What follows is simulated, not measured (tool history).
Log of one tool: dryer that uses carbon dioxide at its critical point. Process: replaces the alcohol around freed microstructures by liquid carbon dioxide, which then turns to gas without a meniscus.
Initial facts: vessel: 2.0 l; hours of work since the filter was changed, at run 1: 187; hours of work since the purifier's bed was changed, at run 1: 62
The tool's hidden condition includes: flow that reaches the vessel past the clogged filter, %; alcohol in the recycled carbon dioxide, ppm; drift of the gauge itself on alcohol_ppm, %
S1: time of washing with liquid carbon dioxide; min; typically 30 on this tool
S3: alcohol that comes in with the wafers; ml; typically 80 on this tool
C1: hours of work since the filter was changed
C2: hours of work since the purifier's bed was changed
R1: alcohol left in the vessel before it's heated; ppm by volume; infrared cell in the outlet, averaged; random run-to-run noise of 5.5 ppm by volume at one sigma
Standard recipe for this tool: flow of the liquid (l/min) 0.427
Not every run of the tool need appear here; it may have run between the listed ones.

run 1 hour=0 | S1=30 flow_of_the_liquid_(l/min)=0.427 S3=80 | C1=187 C2=62 | R1=255
run 2 hour=4.7 | S1=30 flow_of_the_liquid_(l/min)=0.427 S3=76 | C1=190 C2=65 | R1=235
run 3 hour=11.5 | S1=30 flow_of_the_liquid_(l/min)=0.427 S3=76 | C1=193 C2=68 | R1=235
run 4 hour=18.1 | S1=30 flow_of_the_liquid_(l/min)=0.427 S3=80 | C1=197 C2=72 | R1=259
run 5 hour=22.3 | S1=30 flow_of_the_liquid_(l/min)=0.33 S3=80 | C1=199 C2=74 | R1=763
run 6 hour=31.6 | S1=30 flow_of_the_liquid_(l/min)=0.33 S3=80 | C1=204 C2=79 | R1=737
run 7 hour=37.6 | S1=30 flow_of_the_liquid_(l/min)=0.33 S3=80 | C1=208 C2=83 | R1=758
run 8 hour=46 | S1=30 flow_of_the_liquid_(l/min)=0.33 S3=80 | C1=212 C2=87 | R1=754
-- hour=47.8 inlet filter changed
run 9 hour=51 | S1=30 flow_of_the_liquid_(l/min)=0.33 S3=59 | C1=2 C2=89 | R1=393
run 10 hour=57.6 | S1=31 flow_of_the_liquid_(l/min)=0.427 S3=80 | C1=5 C2=93 | R1=160
run 11 hour=67.2 | S1=31 flow_of_the_liquid_(l/min)=0.427 S3=80 | C1=11 C2=98 | R1=158
run 12 hour=75.5 | S1=31 flow_of_the_liquid_(l/min)=0.427 S3=47 | C1=15 C2=103 | R1=99
run 13 hour=80 | S1=31 flow_of_the_liquid_(l/min)=0.427 S3=47 | C1=18 C2=105 | R1=99
run 14 hour=84.5 | S1=31 flow_of_the_liquid_(l/min)=0.381 S3=47 | C1=20 C2=108 | R1=162
run 15 hour=91.7 | S1=30 flow_of_the_liquid_(l/min)=0.427 S3=80 | C1=24 C2=112 | R1=190
run 16 hour=99.4 | S1=30 flow_of_the_liquid_(l/min)=0.427 S3=80 | C1=28 C2=116 | R1=181
run 17 hour=103.7 | S1=30 flow_of_the_liquid_(l/min)=0.427 S3=113 | C1=31 C2=118 | R1=247
run 18 hour=110.2 | S1=30 flow_of_the_liquid_(l/min)=0.427 S3=113 | C1=34 C2=122 | R1=266
run 19 hour=114.1 | S1=30 flow_of_the_liquid_(l/min)=0.427 S3=113 | C1=36 C2=124 | R1=249
run 20 hour=119.3 | S1=30 flow_of_the_liquid_(l/min)=0.427 S3=113 | C1=39 C2=127 | R1=259
run 21 hour=126 | S1=30 flow_of_the_liquid_(l/min)=0.523 S3=113 | C1=43 C2=130 | R1=98
run 22 hour=131.4 | S1=25 flow_of_the_liquid_(l/min)=0.286 S3=113 | C1=46 C2=133 | R1=2491
run 23 hour=136.9 | S1=25 flow_of_the_liquid_(l/min)=0.286 S3=113 | C1=49 C2=136 | R1=2553
run 24 hour=143.1 | S1=21 flow_of_the_liquid_(l/min)=0.526 S3=113 | C1=52 C2=140 | R1=546
run 25 hour=148.3 | S1=20 flow_of_the_liquid_(l/min)=0.414 S3=28 | C1=55 C2=143 | R1=432
run 26 hour=153.5 | S1=45 flow_of_the_liquid_(l/min)=0.674 S3=27 | C1=58 C2=145 | R1=40
run 27 hour=161 | S1=32 flow_of_the_liquid_(l/min)=0.45 S3=27 | C1=62 C2=149 | R1=56
run 28 hour=164.9 | S1=21 flow_of_the_liquid_(l/min)=0.553 S3=25 | C1=64 C2=152 | R1=124
run 29 hour=171.6 | S1=21 flow_of_the_liquid_(l/min)=0.553 S3=25 | C1=68 C2=155 | R1=119
run 30 hour=180 | S1=30 flow_of_the_liquid_(l/min)=0.332 S3=118 | C1=72 C2=160 | R1=869
run 31 hour=185.2 | S1=21 flow_of_the_liquid_(l/min)=0.417 S3=104 | C1=75 C2=163 | R1=1315
run 32 hour=189.3 | S1=33 flow_of_the_liquid_(l/min)=0.605 S3=91 | C1=77 C2=165 | R1=56
run 33 hour=197.1 | S1=19 flow_of_the_liquid_(l/min)=0.427 S3=80 | C1=82 C2=169 | R1=1291
run 34 hour=203.8 | S1=29 flow_of_the_liquid_(l/min)=0.427 S3=56 | C1=85 C2=173 | R1=187
run 35 hour=208.8 | S1=29 flow_of_the_liquid_(l/min)=0.427 S3=56 | C1=88 C2=176 | R1=192
run 36 hour=217.9 | S1=19 flow_of_the_liquid_(l/min)=0.427 S3=33 | C1=93 C2=181 | R1=579
run 37 hour=224.5 | S1=19 flow_of_the_liquid_(l/min)=0.427 S3=33 | C1=97 C2=184 | R1=598
run 38 hour=233.2 | S1=19 flow_of_the_liquid_(l/min)=0.427 S3=106 | C1=101 C2=189 | R1=1841

5 options for the next run, each taken on its own from the tool as it stands now. Forecast them:
run A hour=242.5 | S1=30 flow_of_the_liquid_(l/min)=0.427 S3=69 | C1=107 C2=194 | R1=?
run B hour=242.5 | S1=19 flow_of_the_liquid_(l/min)=0.663 S3=40 | C1=107 C2=194 | R1=?
run C hour=242.5 | S1=33 flow_of_the_liquid_(l/min)=0.31 S3=100 | C1=107 C2=194 | R1=?
run D hour=242.5 | S1=28 flow_of_the_liquid_(l/min)=0.527 S3=53 | C1=107 C2=194 | R1=?
run E hour=242.5 | S1=30 flow_of_the_liquid_(l/min)=0.427 S3=58 | C1=107 C2=194 | R1=?

run=A R1=205
run=B R1=157
run=C R1=696
run=D R1=97
run=E R1=181
The same runs, with their run-to-run variation unchanged, on a tool lacking any hidden condition would have given:
run=A R1=129
run=B R1=95
run=C R1=526
run=D R1=46
run=E R1=112
